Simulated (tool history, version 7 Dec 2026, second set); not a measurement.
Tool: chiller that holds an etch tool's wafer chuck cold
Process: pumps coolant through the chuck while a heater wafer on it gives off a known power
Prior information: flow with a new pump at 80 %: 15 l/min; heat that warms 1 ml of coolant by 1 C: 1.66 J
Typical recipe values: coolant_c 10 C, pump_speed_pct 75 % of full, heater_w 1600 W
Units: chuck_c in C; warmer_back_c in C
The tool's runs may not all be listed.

{"run": 1, "hour": 0.0, "coolant_c": 10, "pump_speed_pct": 75, "heater_w": 1600, "chuck_c": 28.2, "warmer_back_c": 4.2}
{"run": 2, "hour": 31.4, "coolant_c": 10, "pump_speed_pct": 75, "heater_w": 1600, "chuck_c": 28.2, "warmer_back_c": 4.06}
{"run": 3, "hour": 73.5, "coolant_c": 10, "pump_speed_pct": 81, "heater_w": 1600, "chuck_c": 27.2, "warmer_back_c": 3.87}
{"run": 4, "hour": 120.1, "coolant_c": 10, "pump_speed_pct": 75, "heater_w": 1600, "chuck_c": 28.4, "warmer_back_c": 4.11}
{"run": 5, "hour": 164.0, "coolant_c": 10, "pump_speed_pct": 75, "heater_w": 1852, "chuck_c": 31.2, "warmer_back_c": 4.8}
{"run": 6, "hour": 220.4, "coolant_c": 10, "pump_speed_pct": 75, "heater_w": 1852, "chuck_c": 31.4, "warmer_back_c": 4.83}
{"run": 7, "hour": 277.3, "coolant_c": 5, "pump_speed_pct": 75, "heater_w": 1852, "chuck_c": 26.6, "warmer_back_c": 4.79}
{"run": 8, "hour": 317.7, "coolant_c": 5, "pump_speed_pct": 75, "heater_w": 1852, "chuck_c": 26.4, "warmer_back_c": 4.79}
{"run": 9, "hour": 356.9, "coolant_c": 5, "pump_speed_pct": 75, "heater_w": 1852, "chuck_c": 26.5, "warmer_back_c": 4.78}
{"run": 10, "hour": 409.3, "coolant_c": 5, "pump_speed_pct": 75, "heater_w": 1852, "chuck_c": 26.5, "warmer_back_c": 4.83}
{"run": 11, "hour": 436.2, "coolant_c": 10, "pump_speed_pct": 75, "heater_w": 1600, "chuck_c": 28.5, "warmer_back_c": 4.09}
{"run": 12, "hour": 472.3, "coolant_c": 10, "pump_speed_pct": 78, "heater_w": 1600, "chuck_c": 27.8, "warmer_back_c": 4.02}
{"run": 13, "hour": 525.1, "coolant_c": 10, "pump_speed_pct": 78, "heater_w": 1600, "chuck_c": 28.2, "warmer_back_c": 3.97}
{"run": 14, "hour": 557.8, "coolant_c": 10, "pump_speed_pct": 78, "heater_w": 1600, "chuck_c": 28.1, "warmer_back_c": 4.04}
{"run": 15, "hour": 581.7, "coolant_c": 10, "pump_speed_pct": 78, "heater_w": 1600, "chuck_c": 28, "warmer_back_c": 4.03}
{"run": 16, "hour": 622.3, "coolant_c": 10, "pump_speed_pct": 78, "heater_w": 829, "chuck_c": 19.4, "warmer_back_c": 2.05}
{"run": 17, "hour": 650.1, "coolant_c": 10, "pump_speed_pct": 82, "heater_w": 2323, "chuck_c": 35.4, "warmer_back_c": 5.54}
{"run": 18, "hour": 678.0, "coolant_c": 10, "pump_speed_pct": 82, "heater_w": 2323, "chuck_c": 35.4, "warmer_back_c": 5.55}
{"run": 19, "hour": 733.6, "coolant_c": 15, "pump_speed_pct": 61, "heater_w": 1139, "chuck_c": 30.8, "warmer_back_c": 3.66}
{"run": 20, "hour": 767.3, "coolant_c": 10, "pump_speed_pct": 92, "heater_w": 1554, "chuck_c": 25.6, "warmer_back_c": 3.27}
{"run": 21, "hour": 791.0, "coolant_c": 17, "pump_speed_pct": 79, "heater_w": 1264, "chuck_c": 31.3, "warmer_back_c": 3.15}
{"run": 22, "hour": 831.7, "coolant_c": 9, "pump_speed_pct": 88, "heater_w": 2342, "chuck_c": 33.2, "warmer_back_c": 5.21}
{"run": 23, "hour": 855.0, "coolant_c": 8, "pump_speed_pct": 75, "heater_w": 998, "chuck_c": 19.6, "warmer_back_c": 2.6}
{"run": 24, "hour": 889.6, "coolant_c": 8, "pump_speed_pct": 75, "heater_w": 998, "chuck_c": 19.8, "warmer_back_c": 2.6}
{"run": 25, "hour": 937.3, "coolant_c": 8, "pump_speed_pct": 75, "heater_w": 998, "chuck_c": 19.7, "warmer_back_c": 2.68}
{"run": 26, "hour": 960.8, "coolant_c": 18, "pump_speed_pct": 73, "heater_w": 1600, "chuck_c": 37.3, "warmer_back_c": 4.33}
{"run": 27, "hour": 1003.8, "coolant_c": 9, "pump_speed_pct": 98, "heater_w": 1600, "chuck_c": 24.2, "warmer_back_c": 3.13}
{"run": 28, "hour": 1056.7, "coolant_c": 12, "pump_speed_pct": 68, "heater_w": 1963, "chuck_c": 37.4, "warmer_back_c": 5.68}
{"run": 29, "hour": 1080.4, "coolant_c": 3, "pump_speed_pct": 85, "heater_w": 1293, "chuck_c": 17, "warmer_back_c": 2.92}
{"run": 30, "hour": 1129.7, "coolant_c": 3, "pump_speed_pct": 85, "heater_w": 1293, "chuck_c": 16.8, "warmer_back_c": 2.99}
{"run": 31, "hour": 1181.6, "coolant_c": 3, "pump_speed_pct": 85, "heater_w": 1293, "chuck_c": 16.8, "warmer_back_c": 2.94}
{"run": 32, "hour": 1206.1, "coolant_c": 0, "pump_speed_pct": 87, "heater_w": 1292, "chuck_c": 13.6, "warmer_back_c": 2.85}

Hidden state or all else? Some run-to-run changes of chuck_c, split into what the settings, what came in and random variation would give without the hidden state, and what is left for the hidden state (with any gauge scatter that isn't in both results):
The tool's hidden condition here consists of: heat passed by the chuck's channels, % of clean ones'; flow at a given pump speed, % of a new pump's; coolant's true temperature over the reading, C; drift of the gauge itself on chuck_c, C; drift of the gauge itself on warmer_back_c, C.
Run 16 -> 17: pump_speed_pct 78 -> 82, heater_w 829 -> 2323. chuck_c +16 C: hidden state +1.9, all else +14.1.
Run 22 -> 23: coolant_c 9 -> 8, pump_speed_pct 88 -> 75, heater_w 2342 -> 998. chuck_c -13.6 C: hidden state -1.4, all else -12.2.
Run 25 -> 26: coolant_c 8 -> 18, pump_speed_pct 75 -> 73, heater_w 998 -> 1600. chuck_c +17.6 C: hidden state +1, all else +16.6.
Run 28 -> 29: coolant_c 12 -> 3, pump_speed_pct 68 -> 85, heater_w 1963 -> 1293. chuck_c -20.4 C: hidden state -1.4, all else -19.
